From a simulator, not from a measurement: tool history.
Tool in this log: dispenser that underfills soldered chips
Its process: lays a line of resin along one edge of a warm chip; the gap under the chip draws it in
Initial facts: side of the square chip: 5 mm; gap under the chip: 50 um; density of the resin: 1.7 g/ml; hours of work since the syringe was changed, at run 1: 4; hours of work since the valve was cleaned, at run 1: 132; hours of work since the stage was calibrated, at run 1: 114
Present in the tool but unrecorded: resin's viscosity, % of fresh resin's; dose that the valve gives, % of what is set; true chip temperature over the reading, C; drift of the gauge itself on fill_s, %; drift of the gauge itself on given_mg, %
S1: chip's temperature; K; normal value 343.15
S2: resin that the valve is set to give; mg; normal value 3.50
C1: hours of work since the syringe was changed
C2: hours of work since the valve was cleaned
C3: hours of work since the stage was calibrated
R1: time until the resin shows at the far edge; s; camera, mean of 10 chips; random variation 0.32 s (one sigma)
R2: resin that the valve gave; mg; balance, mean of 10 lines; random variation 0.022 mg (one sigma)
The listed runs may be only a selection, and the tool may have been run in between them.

Run 1, day 0.000: usual settings; C1 4; C2 132; C3 114. Result: R1 16.5 s, R2 3.30 mg.
At day 0.117: new syringe of resin.
Run 2, day 0.433: usual settings; C1 6; C2 139; C3 121. Result: R1 17.5 s, R2 3.29 mg.
At day 0.479: new syringe of resin.
At day 0.812: dispensing valve cleaned and set on the balance.
At day 0.900: new syringe of resin.
Run 3, day 1.033: usual settings but S2 3.78 mg; C1 2; C2 4; C3 131. Result: R1 14.1 s, R2 3.76 mg.
At day 1.300: new syringe of resin.
Run 4, day 1.488: usual settings but S2 3.78 mg; C1 3; C2 11; C3 138. Result: R1 14.2 s, R2 3.75 mg.
At day 1.679: new syringe of resin.
Run 5, day 1.954: usual settings but S2 4.25 mg; C1 5; C2 19; C3 146. Result: R1 16.5 s, R2 4.22 mg.
At day 2.058: new syringe of resin.
Run 6, day 2.354: usual settings but S2 4.25 mg; C1 5; C2 26; C3 153. Result: R1 16.8 s, R2 4.21 mg.
At day 2.433: new syringe of resin.
Run 7, day 2.712: usual settings but S2 3.79 mg; C1 5; C2 32; C3 159. Result: R1 16.6 s, R2 3.68 mg.
At day 2.812: new syringe of resin.
Run 8, day 3.104: usual settings but S2 3.79 mg; C1 5; C2 39; C3 166. Result: R1 16.4 s, R2 3.71 mg.
At day 3.188: new syringe of resin.
Run 9, day 3.438: usual settings but S2 3.79 mg; C1 4; C2 44; C3 171. Result: R1 15.7 s, R2 3.70 mg.
At day 3.571: new syringe of resin.
At day 3.942: new syringe of resin.
Run 10, day 3.975: usual settings but S2 3.79 mg; C1 1; C2 53; C3 180. Result: R1 12.0 s, R2 3.76 mg.
At day 4.321: new syringe of resin.
Run 11, day 4.354: usual settings but S2 3.79 mg; C1 1; C2 60; C3 187. Result: R1 12.9 s, R2 3.70 mg.
At day 4.688: new syringe of resin.
Run 12, day 4.783: usual settings but S2 3.79 mg; C1 2; C2 67; C3 194. Result: R1 12.8 s, R2 3.70 mg.
At day 5.050: new syringe of resin.
Run 13, day 5.133: usual settings but S2 3.86 mg; C1 1; C2 73; C3 200. Result: R1 12.9 s, R2 3.73 mg.
At day 5.446: new syringe of resin.
Run 14, day 5.579: usual settings but S1 350.15 K, S2 3.86 mg; C1 2; C2 80; C3 207. Result: R1 11.2 s, R2 3.74 mg.
At day 5.812: new syringe of resin.
Run 15, day 6.038: usual settings but S1 350.15 K, S2 3.86 mg; C1 4; C2 88; C3 215. Result: R1 13.0 s, R2 3.75 mg.
At day 6.204: new syringe of resin.
Run 16, day 6.312: usual settings but S1 337.15 K; C1 2; C2 93; C3 220. Result: R1 16.1 s, R2 3.34 mg.
At day 6.588: new syringe of resin.
Run 17, day 6.717: usual settings; C1 2; C2 99; C3 227. Result: R1 12.7 s, R2 3.35 mg.
At day 6.975: new syringe of resin.
Run 18, day 7.012: usual settings but S1 330.15 K, S2 4.08 mg; C1 1; C2 104; C3 231. Result: R1 17.7 s, R2 3.87 mg.
Run 19, day 7.246: usual settings but S1 328.15 K, S2 4.26 mg; C1 5; C2 108; C3 236. Result: R1 25.0 s, R2 4.06 mg.
At day 7.350: new syringe of resin.
Run 20, day 7.575: usual settings but S1 328.15 K, S2 4.26 mg; C1 4; C2 114; C3 241. Result: R1 23.3 s, R2 4.05 mg.
At day 7.742: new syringe of resin.
At day 8.117: new syringe of resin.
Run 21, day 8.154: usual settings but S1 332.15 K, S2 3.05 mg; C1 1; C2 124; C3 251. Result: R1 17.3 s, R2 2.86 mg.
At day 8.479: new syringe of resin.
Run 22, day 8.579: usual settings but S1 332.15 K, S2 3.05 mg; C1 2; C2 131; C3 258. Result: R1 18.4 s, R2 2.88 mg.
At day 8.871: new syringe of resin.
Run 23, day 8.942: usual settings but S1 355.15 K, S2 3.15 mg; C1 1; C2 137; C3 264. Result: R1 9.0 s, R2 2.96 mg.
At day 9.246: new syringe of resin.
At day 9.454: dispensing valve cleaned and set on the balance.
Run 24, day 9.454: usual settings but S1 339.15 K, S2 3.42 mg; C1 3; C2 0; C3 272. Result: R1 15.9 s, R2 3.41 mg.
At day 9.654: new syringe of resin.
Run 25, day 9.875: usual settings but S1 339.15 K, S2 3.21 mg; C1 4; C2 7; C3 279. Result: R1 16.9 s, R2 3.17 mg.
At day 10.033: new syringe of resin.
At day 10.404: new syringe of resin.
Run 26, day 10.404: usual settings but S1 340.15 K, S2 3.87 mg; C1 0; C2 16; C3 288. Result: R1 12.4 s, R2 3.80 mg.
At day 10.792: new syringe of resin.
Run 27, day 10.942: usual settings but S1 352.15 K, S2 3.21 mg; C1 3; C2 25; C3 297. Result: R1 10.8 s, R2 3.19 mg.
At day 11.175: new syringe of resin.
Run 28, day 11.379: usual settings but S1 352.15 K, S2 3.90 mg; C1 4; C2 32; C3 304. Result: R1 10.8 s, R2 3.87 mg.
At day 11.554: new syringe of resin.
At day 11.921: new syringe of resin.
Run 29, day 11.925: usual settings but S1 330.15 K, S2 3.01 mg; C1 0; C2 42; C3 313. Result: R1 18.0 s, R2 2.95 mg.
At day 12.296: new syringe of resin.
Run 30, day 12.354: usual settings but S1 330.15 K, S2 3.01 mg; C1 1; C2 49; C3 321. Result: R1 18.6 s, R2 2.94 mg.
At day 12.696: new syringe of resin.
Run 31, day 12.908: usual settings but S1 330.15 K, S2 3.01 mg; C1 4; C2 58; C3 330. Result: R1 23.0 s, R2 2.95 mg.
At day 13.058: new syringe of resin.
Run 32, day 13.150: usual settings but S1 356.15 K, S2 3.34 mg; C1 2; C2 62; C3 334. Result: R1 8.7 s, R2 3.27 mg.
Run 33, day 13.388: usual settings but S2 3.94 mg; C1 6; C2 66; C3 338. Result: R1 16.3 s, R2 3.80 mg.
At day 13.442: new syringe of resin.
At day 13.808: new syringe of resin.
Run 34, day 13.871: usual settings but S2 3.94 mg; C1 1; C2 74; C3 346. Result: R1 12.0 s, R2 3.83 mg.

For some of the steps in R1 from one run to the next: how much would appear even if the tool had no hidden state, given the settings, what came in and random variation, and how much remains for the hidden state plus any gauge scatter that the measured result and the result without hidden state don't share?
Run 18 -> 19: S1 330.15 -> 328.15, S2 4.08 -> 4.26. R1 +7.3 s: hidden state +6.2, all else +1.1.
Run 20 -> 21: S1 328.15 -> 332.15, S2 4.26 -> 3.05, new syringe of resin, new syringe of resin. R1 -6.0 s: hidden state -4.5, all else -1.5.
Run 22 -> 23: S1 332.15 -> 355.15, S2 3.05 -> 3.15, new syringe of resin. R1 -9.4 s: hidden state -0.9, all else -8.5.
Run 31 -> 32: S1 330.15 -> 356.15, S2 3.01 -> 3.34, new syringe of resin. R1 -14.3 s: hidden state -3.4, all else -10.9.
Run 32 -> 33: S1 356.15 -> 343.15, S2 3.34 -> 3.94. R1 +7.6 s: hidden state +4.2, all else +3.4.
Run 33 -> 34: new syringe of resin, new syringe of resin. R1 -4.3 s: hidden state -4.7, all else +0.4.

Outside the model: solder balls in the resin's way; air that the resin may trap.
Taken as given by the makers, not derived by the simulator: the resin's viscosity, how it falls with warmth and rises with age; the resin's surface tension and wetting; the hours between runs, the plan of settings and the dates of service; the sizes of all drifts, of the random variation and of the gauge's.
